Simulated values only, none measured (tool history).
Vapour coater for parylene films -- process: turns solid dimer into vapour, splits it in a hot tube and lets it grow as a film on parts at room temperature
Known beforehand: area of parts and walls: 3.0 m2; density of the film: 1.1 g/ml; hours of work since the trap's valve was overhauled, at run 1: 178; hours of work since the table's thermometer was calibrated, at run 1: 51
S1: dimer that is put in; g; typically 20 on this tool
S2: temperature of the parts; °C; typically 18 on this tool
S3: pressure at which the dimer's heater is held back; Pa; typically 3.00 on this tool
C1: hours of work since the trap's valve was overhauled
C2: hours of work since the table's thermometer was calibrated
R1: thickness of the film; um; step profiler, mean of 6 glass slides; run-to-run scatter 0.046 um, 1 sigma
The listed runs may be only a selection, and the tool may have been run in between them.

run,day,S1,S2,S3,C1,C2,R1
1,0.000,20,18,3.00,178,51,4.98
2,0.633,20,17,3.00,190,62,4.95
3,1.233,20,17,3.00,201,73,4.97
4,1.646,20,17,3.00,208,81,5.10
5,2.004,20,17,3.00,215,87,4.86
6,2.750,20,17,3.00,228,101,4.96
7,3.442,20,17,2.02,241,113,5.16
8,4.067,10,29,11.39,252,125,1.45
9,4.654,10,29,11.39,263,135,1.47
10,5.112,10,29,11.39,271,144,1.42
11,5.817,20,12,9.65,284,157,4.68
12,6.562,9,16,3.50,298,170,2.11
13,6.950,9,16,3.50,305,177,2.14
# day 7.188: trap's valve overhauled
14,7.696,9,15,3.50,9,188,2.45

Branching from run 14: 4 alternative next runs. What would each branch give?
A,8.429,20,29,11.61,23,201,?
B,8.429,9,15,11.92,23,201,?
C,8.429,35,16,3.00,23,201,?
D,8.429,9,16,8.95,23,201,?

run,R1
A,3.13
B,2.04
C,9.62
D,2.04
Stripped of hidden state, with their random variation kept, the same runs would have yielded:
run,R1
A,3.17
B,2.06
C,9.73
D,2.07
